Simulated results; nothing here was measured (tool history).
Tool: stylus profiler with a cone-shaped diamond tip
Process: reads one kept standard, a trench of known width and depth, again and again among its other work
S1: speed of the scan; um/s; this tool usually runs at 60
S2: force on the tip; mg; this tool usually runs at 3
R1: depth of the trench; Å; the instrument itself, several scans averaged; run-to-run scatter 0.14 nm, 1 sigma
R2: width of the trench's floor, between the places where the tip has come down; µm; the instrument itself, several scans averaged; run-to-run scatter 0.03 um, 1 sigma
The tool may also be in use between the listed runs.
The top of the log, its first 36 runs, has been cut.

run,hour,S1,S2,R1,R2
37,873.5,23,3,5086.1,15.4
38,895.3,102,4.82,5119.3,15.17
39,922.7,177,7.38,5155.9,15.02
40,957.7,177,7.38,5154.9,15.02
41,984.1,27,2.91,5085.4,15.31
42,1003.3,33,3,5088.6,15.29
43,1034.3,24,2.97,5087.4,15.28
44,1070.1,206,1.32,5053.8,14.09
45,1097,136,8.68,5173,15.04
46,1128.4,57,4.19,5109.7,15.14

5 ways to go on from here, each from the tool as it stands after run 46. What would each give?
A,1159.6,21,3.08,?,?
B,1159.6,208,3.71,?,?
C,1159.6,26,3,?,?
D,1159.6,18,3.86,?,?
E,1159.6,153,1.14,?,?

run,R1,R2
A,5088.8,15.28
B,5102.2,14.61
C,5089,15.24
D,5104.6,15.25
E,5049,14.29
Without the tool's unlogged condition, the same runs would have read:
run,R1,R2
A,5082.3,16.94
B,5095.6,16.27
C,5082.5,16.89
D,5098.1,16.91
E,5042.6,15.95
